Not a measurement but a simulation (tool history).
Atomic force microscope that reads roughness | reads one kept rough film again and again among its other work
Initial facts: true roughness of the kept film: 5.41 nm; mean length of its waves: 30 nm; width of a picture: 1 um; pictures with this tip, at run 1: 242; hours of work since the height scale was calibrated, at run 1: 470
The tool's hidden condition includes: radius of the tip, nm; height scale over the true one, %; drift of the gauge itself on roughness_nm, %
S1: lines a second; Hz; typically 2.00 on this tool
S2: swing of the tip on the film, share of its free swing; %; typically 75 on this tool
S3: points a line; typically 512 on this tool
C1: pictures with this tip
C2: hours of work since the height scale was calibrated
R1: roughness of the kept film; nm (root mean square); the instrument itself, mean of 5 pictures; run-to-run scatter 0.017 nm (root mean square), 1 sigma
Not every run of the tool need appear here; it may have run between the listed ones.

Run 1, hour 0.0: usual settings; C1 242; C2 470. Result: R1 3.142 nm (root mean square).
Run 2, hour 33.3: usual settings; C1 310; C2 493. Result: R1 2.920 nm (root mean square).
Run 3, hour 56.0: usual settings; C1 357; C2 509. Result: R1 2.770 nm (root mean square).
At hour 68.2: new tip fitted.
Run 4, hour 95.2: usual settings; C1 55; C2 537. Result: R1 3.842 nm (root mean square).
Run 5, hour 120.7: usual settings but S1 2.01 Hz; C1 108; C2 554. Result: R1 3.535 nm (root mean square).
Run 6, hour 140.6: usual settings but S1 2.01 Hz, S2 67 %; C1 149; C2 568. Result: R1 3.414 nm (root mean square).
Run 7, hour 184.7: usual settings but S2 73 %; C1 239; C2 600. Result: R1 3.019 nm (root mean square).
Run 8, hour 230.4: usual settings; C1 333; C2 632. Result: R1 2.744 nm (root mean square).
At hour 255.4: new tip fitted.
Run 9, hour 277.6: usual settings; C1 46; C2 665. Result: R1 3.908 nm (root mean square).
Run 10, hour 299.1: usual settings; C1 90; C2 680. Result: R1 3.617 nm (root mean square).
Run 11, hour 332.3: usual settings; C1 158; C2 703. Result: R1 3.318 nm (root mean square).
Run 12, hour 358.0: usual settings; C1 211; C2 721. Result: R1 3.089 nm (root mean square).
Run 13, hour 381.9: usual settings but S2 64 %; C1 260; C2 738. Result: R1 2.999 nm (root mean square).
Run 14, hour 412.6: usual settings but S2 64 %; C1 323; C2 760. Result: R1 2.830 nm (root mean square).
Run 15, hour 436.4: usual settings but S2 64 %; C1 372; C2 776. Result: R1 2.698 nm (root mean square).
At hour 439.9: new tip fitted.
Run 16, hour 481.8: usual settings but S2 64 %; C1 86; C2 808. Result: R1 3.747 nm (root mean square).
Run 17, hour 509.5: usual settings; C1 143; C2 827. Result: R1 3.441 nm (root mean square).
Run 18, hour 537.2: usual settings; C1 200; C2 847. Result: R1 3.173 nm (root mean square).
Run 19, hour 579.8: usual settings; C1 288; C2 877. Result: R1 2.865 nm (root mean square).
Run 20, hour 601.1: usual settings but S2 81 %; C1 331; C2 892. Result: R1 2.721 nm (root mean square).
At hour 626.9: new tip fitted.
Run 21, hour 641.5: usual settings but S2 81 %; C1 30; C2 920. Result: R1 3.938 nm (root mean square).
Run 22, hour 674.9: usual settings but S1 3.57 Hz, S2 66 %, S3 276; C1 99; C2 944. Result: R1 3.557 nm (root mean square).
Run 23, hour 704.4: usual settings but S1 2.16 Hz, S2 73 %; C1 160; C2 964. Result: R1 3.346 nm (root mean square).
Run 24, hour 728.8: usual settings but S1 1.65 Hz; C1 210; C2 981. Result: R1 3.191 nm (root mean square).
Run 25, hour 778.1: usual settings but S1 1.65 Hz; C1 311; C2 1016. Result: R1 2.849 nm (root mean square).
At hour 811.9: new tip fitted.
Run 26, hour 817.6: usual settings but S1 0.78 Hz, S2 85 %, S3 268; C1 12; C2 1044. Result: R1 4.060 nm (root mean square).
Run 27, hour 858.6: usual settings but S1 0.56 Hz, S3 513; C1 96; C2 1073. Result: R1 3.744 nm (root mean square).
Run 28, hour 883.0: usual settings but S1 0.56 Hz, S3 513; C1 146; C2 1090. Result: R1 3.501 nm (root mean square).

Run 29 comes next. What will it give?
Run 29, hour 912.8: usual settings but S1 0.56 Hz, S3 513; C1 208; C2 1111. Result: R1 ?.

{"run 29": {"R1": 3.278}}
Take away the tool's hidden state, keep the run-to-run variation as it was, and the same run would have given R1 4.298 nm (root mean square).
